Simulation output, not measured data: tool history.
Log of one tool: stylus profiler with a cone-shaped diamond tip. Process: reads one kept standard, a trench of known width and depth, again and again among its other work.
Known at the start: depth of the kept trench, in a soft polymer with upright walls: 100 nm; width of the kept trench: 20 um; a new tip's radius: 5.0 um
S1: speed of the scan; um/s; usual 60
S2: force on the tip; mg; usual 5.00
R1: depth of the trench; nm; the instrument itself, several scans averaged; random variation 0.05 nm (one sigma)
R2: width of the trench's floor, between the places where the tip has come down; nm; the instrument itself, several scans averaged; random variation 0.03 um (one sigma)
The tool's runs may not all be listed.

| run | hour | S1 | S2 | R1 | R2 |
|---|---|---|---|---|---|
| 1 | 0.0 | 60 | 5.00 | 101.37 | 17620 |
| 2 | 27.2 | 114 | 5.00 | 101.43 | 17470 |
| 3 | 57.3 | 114 | 5.00 | 101.43 | 17440 |
| 4 | 96.0 | 42 | 5.00 | 101.45 | 17750 |
| 5 | 137.1 | 42 | 5.00 | 101.51 | 17630 |
| 6 | 163.6 | 60 | 3.38 | 101.19 | 17580 |
| 7 | 206.8 | 60 | 5.00 | 101.46 | 17580 |
| 8 | 250.4 | 60 | 5.00 | 101.46 | 17590 |
| 9 | 295.9 | 24 | 5.00 | 101.47 | 17750 |
| 10 | 331.1 | 24 | 7.24 | 101.84 | 17730 |
| 11 | 363.7 | 60 | 2.93 | 101.13 | 17560 |
| 12 | 382.8 | 60 | 6.20 | 101.61 | 17590 |
| 13 | 406.0 | 173 | 6.20 | 101.65 | 17280 |
| 14 | 449.9 | 173 | 6.20 | 101.79 | 17230 |
| 15 | 490.4 | 173 | 6.20 | 101.63 | 17240 |
| 16 | 511.1 | 16 | 4.52 | 101.50 | 17730 |
| 17 | 533.1 | 198 | 14.37 | 102.71 | 17380 |
| 18 | 569.9 | 198 | 14.37 | 102.72 | 17400 |
| 19 | 613.7 | 150 | 5.00 | 101.46 | 17280 |
| 20 | 655.7 | 150 | 10.73 | 102.30 | 17410 |
| 21 | 696.4 | 150 | 10.73 | 102.30 | 17400 |
| 22 | 735.9 | 161 | 5.00 | 101.44 | 17200 |
| 23 | 767.2 | 36 | 9.39 | 102.10 | 17690 |
| 24 | 790.8 | 36 | 9.39 | 102.19 | 17700 |
| 25 | 830.1 | 17 | 4.73 | 101.53 | 17690 |
| 26 | 862.4 | 17 | 4.73 | 101.60 | 17690 |
| 27 | 905.4 | 86 | 2.99 | 101.11 | 17390 |
| 28 | 934.2 | 46 | 9.90 | 102.19 | 17620 |
| 29 | 963.6 | 46 | 9.90 | 102.22 | 17620 |
| 30 | 997.5 | 46 | 9.90 | 102.27 | 17620 |

Forecast each of these 4 alternatives for the next run:
| A | 1028.5 | 104 | 7.82 | ? | ? |
| B | 1028.5 | 60 | 3.69 | ? | ? |
| C | 1028.5 | 196 | 2.46 | ? | ? |
| D | 1028.5 | 20 | 2.00 | ? | ? |

| run | R1 | R2 |
|---|---|---|
| A | 102.01 | 17410 |
| B | 101.34 | 17480 |
| C | 101.13 | 16760 |
| D | 100.98 | 17570 |
Without the tool's hidden state the same runs would have given:
| run | R1 | R2 |
|---|---|---|
| A | 101.66 | 17680 |
| B | 100.99 | 17750 |
| C | 100.78 | 17040 |
| D | 100.63 | 17840 |
